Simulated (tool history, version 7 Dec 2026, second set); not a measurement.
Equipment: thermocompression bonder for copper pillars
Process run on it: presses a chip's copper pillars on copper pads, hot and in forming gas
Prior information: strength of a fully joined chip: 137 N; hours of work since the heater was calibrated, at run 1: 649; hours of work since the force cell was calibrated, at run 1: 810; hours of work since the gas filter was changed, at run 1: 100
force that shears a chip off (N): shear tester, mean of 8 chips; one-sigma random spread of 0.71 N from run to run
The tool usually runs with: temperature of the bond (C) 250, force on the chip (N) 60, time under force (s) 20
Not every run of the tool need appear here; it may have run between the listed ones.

| run | day | temperature of the bond (C) | force on the chip (N) | time under force (s) | hours of work since the heater was calibrated | hours of work since the force cell was calibrated | hours of work since the gas filter was changed | force that shears a chip off (N) |
|---|---|---|---|---|---|---|---|---|
| 1 | 0 | 250 | 60 | 20 | 649 | 810 | 100 | 47.7 |
| 2 | 1.967 | 250 | 60 | 20 | 684 | 846 | 135 | 47.2 |
| 3 | 3.317 | 252 | 60 | 20 | 709 | 870 | 159 | 47.7 |
| 4 | 4.671 | 250 | 60 | 20 | 733 | 894 | 184 | 47.1 |
| 5 | 6.321 | 250 | 54 | 20 | 762 | 924 | 213 | 41 |
| 6 | 8.362 | 235 | 54 | 20 | 799 | 960 | 250 | 32 |
| 7 | 10.9 | 235 | 54 | 20 | 844 | 1006 | 295 | 31.2 |
|  | 11.358 | forming gas filter changed |
| 8 | 13.588 | 235 | 54 | 20 | 892 | 1054 | 40 | 32.3 |
| 9 | 15.175 | 250 | 60 | 20 | 921 | 1082 | 68 | 45.2 |
| 10 | 17.912 | 250 | 60 | 20 | 970 | 1131 | 117 | 47.3 |
| 11 | 19.988 | 250 | 60 | 20 | 1007 | 1168 | 155 | 46.4 |
|  | 22.179 | force cell calibrated |
| 12 | 22.267 | 250 | 60 | 20 | 1047 | 2 | 194 | 52.6 |
| 13 | 24.892 | 276 | 60 | 37 | 1094 | 49 | 242 | 87.8 |
| 14 | 28.029 | 276 | 60 | 37 | 1150 | 105 | 298 | 88.1 |
|  | 28.358 | forming gas filter changed |
| 15 | 30.321 | 250 | 55 | 40 | 1191 | 146 | 35 | 60.9 |
| 16 | 31.983 | 250 | 38 | 12 | 1221 | 175 | 65 | 23.5 |
|  | 32.258 | heater calibrated with a thermocouple chip |
| 17 | 33.5 | 250 | 38 | 12 | 22 | 201 | 91 | 24.2 |
| 18 | 35.258 | 244 | 50 | 24 | 54 | 233 | 122 | 42.5 |
| 19 | 36.908 | 253 | 45 | 20 | 83 | 262 | 152 | 39.4 |
| 20 | 39.004 | 253 | 45 | 20 | 121 | 300 | 189 | 38.7 |
| 21 | 41.504 | 223 | 45 | 37 | 166 | 345 | 234 | 30.3 |
| 22 | 42.879 | 264 | 42 | 16 | 190 | 369 | 259 | 39.2 |
| 23 | 44.412 | 250 | 57 | 20 | 218 | 397 | 286 | 48.2 |

What differs in the tool's unlogged condition from the final listed run ahead of each entry between runs to the first listed run following it?
Run 7 -> run 8: forming gas filter changed (day 11.358)
  true temperature of the bond over the reading, C: 1.9 -> 2.1; force that reaches the chip, % of what is set: 91.4 -> 91; oxide that the forming gas leaves, % of the face: 3.22 -> 0.94
  measured result minus the result with no hidden state, force that shears a chip off (N): -3.7 -> -3
Run 11 -> run 12: force cell calibrated (day 22.179)
  true temperature of the bond over the reading, C: 2.5 -> 2.6; force that reaches the chip, % of what is set: 90.2 -> 99.7; oxide that the forming gas leaves, % of the face: 2.04 -> 2.4
  measured result minus the result with no hidden state, force that shears a chip off (N): -4.8 -> +0.8
Run 14 -> run 15: forming gas filter changed (day 28.358)
  true temperature of the bond over the reading, C: 2.9 -> 3.1; force that reaches the chip, % of what is set: 98.9 -> 98.6; oxide that the forming gas leaves, % of the face: 3.43 -> 1.05
  measured result minus the result with no hidden state, force that shears a chip off (N): -0.9 -> +1.4
Run 16 -> run 17: heater calibrated with a thermocouple chip (day 32.258)
  true temperature of the bond over the reading, C: 3.2 -> 5.1; force that reaches the chip, % of what is set: 98.4 -> 98.2; oxide that the forming gas leaves, % of the face: 1.32 -> 1.54
  measured result minus the result with no hidden state, force that shears a chip off (N): +0.6 -> +1.3

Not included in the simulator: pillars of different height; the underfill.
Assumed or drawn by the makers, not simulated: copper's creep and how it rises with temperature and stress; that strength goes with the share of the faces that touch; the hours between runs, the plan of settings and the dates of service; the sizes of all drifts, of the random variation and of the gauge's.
